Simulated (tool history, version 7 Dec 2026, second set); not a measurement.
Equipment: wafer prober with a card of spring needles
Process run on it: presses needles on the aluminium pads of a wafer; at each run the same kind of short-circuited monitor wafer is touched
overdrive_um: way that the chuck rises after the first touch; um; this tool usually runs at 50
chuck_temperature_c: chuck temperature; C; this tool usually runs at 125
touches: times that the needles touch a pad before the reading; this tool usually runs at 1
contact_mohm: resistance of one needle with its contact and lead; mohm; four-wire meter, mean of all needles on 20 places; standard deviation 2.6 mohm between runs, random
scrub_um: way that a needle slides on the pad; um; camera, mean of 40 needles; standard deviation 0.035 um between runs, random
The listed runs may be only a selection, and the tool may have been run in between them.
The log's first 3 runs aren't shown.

run   hour  overdrive_um  chuck_temperature_c  touches  touches since the tips were cleaned  cleanings since the card got new needles  touches since the first contact's height was set  contact_mohm  scrub_um
      32.1  -- tips cleaned on abrasive film
  4   40.5            50                  125        1                                 3501                                        36                                            102027           297     10.38
      52.1  -- tips cleaned on abrasive film
  5   52.1            50                  125        1                                    7                                        37                                            106796           297     10.35
  6   62.4            50                  125        1                                 4294                                        37                                            111083           295     10.39
      71.6  -- tips cleaned on abrasive film
  7   79.1            34                  125        1                                 3131                                        38                                            117980           304      7.07
      91.6  -- tips cleaned on abrasive film
  8   97.2            34                  125        1                                 2322                                        39                                            125460           305      7.07
     112.4  -- tips cleaned on abrasive film
  9    115            50                  125        1                                 1095                                        40                                            132817           295     10.42
     132.2  -- tips cleaned on abrasive film
 10  136.4            50                  125        1                                 1750                                        41                                            141637           300     10.39
     151.8  -- tips cleaned on abrasive film
 11  158.6            50                  125        1                                 2790                                        42                                            150810           303      10.4
     171.7  -- tips cleaned on abrasive film
 12  180.8            50                  125        1                                 3793                                        43                                            160007           294     10.32
     192.9  -- tips cleaned on abrasive film
 13  202.3            50                  125        1                                 3884                                        44                                            168894           298     10.34
       214  -- tips cleaned on abrasive film
 14  214.8            32                  125        1                                  333                                        45                                            174048           303       6.6
 15  228.5            32                  125        1                                 6036                                        45                                            179751           304      6.61
     234.1  -- tips cleaned on abrasive film
 16  247.9            50                  125        1                                 5702                                        46                                            187738           299     10.21
     253.7  -- tips cleaned on abrasive film
 17  267.5            37                   26        2                                 5752                                        47                                            195853           272      7.61
     273.9  -- tips cleaned on abrasive film
 18    289            31                   37        1                                 6273                                        48                                            204724           277      6.38

What does the tool deliver on the next run?
     293.7  -- tips cleaned on abrasive film
 19  299.8            50                  125        2                                 2565                                        49                                            209202             ?         ?

Run 19 gave contact_mohm 291 mohm, scrub_um 10.33 um.
Minus the tool's unlogged condition, the same run would have read contact_mohm 291 mohm, scrub_um 10.47 um.

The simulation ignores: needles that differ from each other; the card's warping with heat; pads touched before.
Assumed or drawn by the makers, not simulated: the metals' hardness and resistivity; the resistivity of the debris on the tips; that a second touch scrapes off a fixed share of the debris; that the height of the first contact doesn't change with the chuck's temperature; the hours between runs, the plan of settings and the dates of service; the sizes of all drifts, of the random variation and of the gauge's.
